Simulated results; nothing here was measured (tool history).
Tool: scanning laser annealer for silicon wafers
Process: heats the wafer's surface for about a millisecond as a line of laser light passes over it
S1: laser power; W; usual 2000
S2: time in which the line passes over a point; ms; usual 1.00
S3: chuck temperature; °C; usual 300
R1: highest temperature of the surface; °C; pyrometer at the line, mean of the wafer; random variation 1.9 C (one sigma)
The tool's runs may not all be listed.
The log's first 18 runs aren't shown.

run    hour    S1    S2   S3    R1
 19   995.0  2000  1.00  300  1060
 20  1037.1  2000  1.00  336  1094
 21  1109.0  2000  1.00  300  1058
 22  1164.4  2000  1.00  300  1052
 23  1211.2  2000  1.00  300  1053
 24  1248.5  2116  0.76  300   979
 25  1301.6  1725  0.78  310   880
 26  1363.1  1725  0.78  310   878
 27  1405.6  1944  0.78  288   920
 28  1449.4  1849  1.02  262   962
 29  1480.3  1849  0.75  299   889
     1494.9  -- window over the wafer cleaned
 30  1527.7  1849  0.75  299   917
 31  1588.2  1849  0.75  299   916
 32  1650.4  1829  0.82  328   969
 33  1697.4  1829  0.95  328  1020
 34  1753.2  2000  1.00  322  1092
 35  1817.9  1945  1.00  304  1056
 36  1886.7  1945  1.00  284  1032
 37  1944.5  1793  1.17  264  1017
 38  1991.5  2096  1.01  321  1121
 39  2026.1  2000  1.16  300  1124
 40  2068.6  2000  0.85  299   995
     2146.8  -- optics aligned, line set to its width
 41  2146.8  2000  0.85  299   998
 42  2205.1  2000  1.17  285  1117

3 ways to go on from here, each from the tool as it stands after run 42. What would each give?
  A  2279.4  2000  1.19  285   ?
  B  2279.4  2148  1.17  285   ?
  C  2279.4  2000  1.00  288   ?

run    R1
  A  1122
  B  1172
  C  1046
Without the tool's hidden state the same runs would have given:
run    R1
  A  1158
  B  1209
  C  1079

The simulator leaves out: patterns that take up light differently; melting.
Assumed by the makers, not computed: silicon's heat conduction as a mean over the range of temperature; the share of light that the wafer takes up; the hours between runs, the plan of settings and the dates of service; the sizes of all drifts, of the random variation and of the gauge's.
